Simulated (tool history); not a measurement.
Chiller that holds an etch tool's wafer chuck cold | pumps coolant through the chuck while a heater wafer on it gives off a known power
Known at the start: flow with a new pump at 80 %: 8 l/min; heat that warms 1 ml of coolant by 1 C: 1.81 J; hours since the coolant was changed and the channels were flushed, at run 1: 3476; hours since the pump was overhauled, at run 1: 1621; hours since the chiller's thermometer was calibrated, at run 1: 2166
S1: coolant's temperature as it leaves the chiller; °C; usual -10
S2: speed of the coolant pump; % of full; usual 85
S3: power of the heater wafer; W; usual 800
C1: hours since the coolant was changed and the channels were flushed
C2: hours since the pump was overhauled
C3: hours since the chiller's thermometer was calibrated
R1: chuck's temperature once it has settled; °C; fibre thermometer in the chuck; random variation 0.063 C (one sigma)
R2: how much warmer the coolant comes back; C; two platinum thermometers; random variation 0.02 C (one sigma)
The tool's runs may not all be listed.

{"run": 1, "hour": 0.0, "S1": -10, "S2": 85, "S3": 800, "C1": 3476, "C2": 1621, "C3": 2166, "R1": -1.53, "R2": 3.12}
{"run": 2, "hour": 46.1, "S1": -10, "S2": 85, "S3": 800, "C1": 3522, "C2": 1667, "C3": 2212, "R1": -1.52, "R2": 3.11}
{"run": 3, "hour": 113.6, "S1": -10, "S2": 85, "S3": 800, "C1": 3590, "C2": 1734, "C3": 2280, "R1": -1.52, "R2": 3.11}
{"run": 4, "hour": 165.1, "S1": -10, "S2": 85, "S3": 800, "C1": 3641, "C2": 1786, "C3": 2331, "R1": -1.59, "R2": 3.12}
{"run": 5, "hour": 227.7, "S1": -10, "S2": 85, "S3": 800, "C1": 3704, "C2": 1848, "C3": 2394, "R1": -1.46, "R2": 3.09}
{"run": 6, "hour": 291.0, "S1": -10, "S2": 85, "S3": 800, "C1": 3767, "C2": 1912, "C3": 2457, "R1": -1.45, "R2": 3.11}
{"run": 7, "hour": 355.0, "S1": -2, "S2": 85, "S3": 800, "C1": 3831, "C2": 1976, "C3": 2521, "R1": 6.46, "R2": 3.11}
{"run": 8, "hour": 392.8, "S1": -2, "S2": 85, "S3": 800, "C1": 3869, "C2": 2013, "C3": 2559, "R1": 6.5, "R2": 3.12}
{"run": 9, "hour": 421.5, "S1": -2, "S2": 85, "S3": 800, "C1": 3898, "C2": 2042, "C3": 2588, "R1": 6.44, "R2": 3.12}
{"run": 10, "hour": 490.0, "S1": -2, "S2": 85, "S3": 800, "C1": 3966, "C2": 2110, "C3": 2656, "R1": 6.55, "R2": 3.12}
{"run": 11, "hour": 539.6, "S1": -10, "S2": 85, "S3": 1135, "C1": 4016, "C2": 2160, "C3": 2706, "R1": 1.99, "R2": 4.41}
{"run": 12, "hour": 581.8, "S1": -10, "S2": 85, "S3": 1135, "C1": 4058, "C2": 2202, "C3": 2748, "R1": 2.08, "R2": 4.42}
{"run": 13, "hour": 631.1, "S1": -10, "S2": 83, "S3": 921, "C1": 4107, "C2": 2252, "C3": 2797, "R1": 0.04, "R2": 3.68}
{"run": 14, "hour": 666.8, "S1": -10, "S2": 83, "S3": 921, "C1": 4143, "C2": 2287, "C3": 2833, "R1": -0.05, "R2": 3.7}
{"run": 15, "hour": 702.4, "S1": -7, "S2": 85, "S3": 841, "C1": 4178, "C2": 2323, "C3": 2868, "R1": 1.92, "R2": 3.24}
{"run": 16, "hour": 755.1, "S1": -7, "S2": 85, "S3": 841, "C1": 4231, "C2": 2376, "C3": 2921, "R1": 1.82, "R2": 3.3}
{"run": 17, "hour": 809.9, "S1": -4, "S2": 76, "S3": 878, "C1": 4286, "C2": 2430, "C3": 2976, "R1": 6.1, "R2": 3.82}

Forecast each of these 4 alternatives for the next run:
{"run": "A", "hour": 868.5, "S1": -4, "S2": 76, "S3": 539, "C1": 4345, "C2": 2489, "C3": 3035, "R1": "?", "R2": "?"}
{"run": "B", "hour": 868.5, "S1": -4, "S2": 76, "S3": 861, "C1": 4345, "C2": 2489, "C3": 3035, "R1": "?", "R2": "?"}
{"run": "C", "hour": 868.5, "S1": -11, "S2": 89, "S3": 823, "C1": 4345, "C2": 2489, "C3": 3035, "R1": "?", "R2": "?"}
{"run": "D", "hour": 868.5, "S1": -4, "S2": 94, "S3": 1190, "C1": 4345, "C2": 2489, "C3": 3035, "R1": "?", "R2": "?"}

run=A R1=2.15 R2=2.36
run=B R1=5.90 R2=3.75
run=C R1=-2.56 R2=3.06
run=D R1=7.87 R2=4.22
Without the tool's hidden state the same runs would have given:
run=A R1=2.14 R2=2.36
run=B R1=5.88 R2=3.74
run=C R1=-2.58 R2=3.06
run=D R1=7.85 R2=4.21
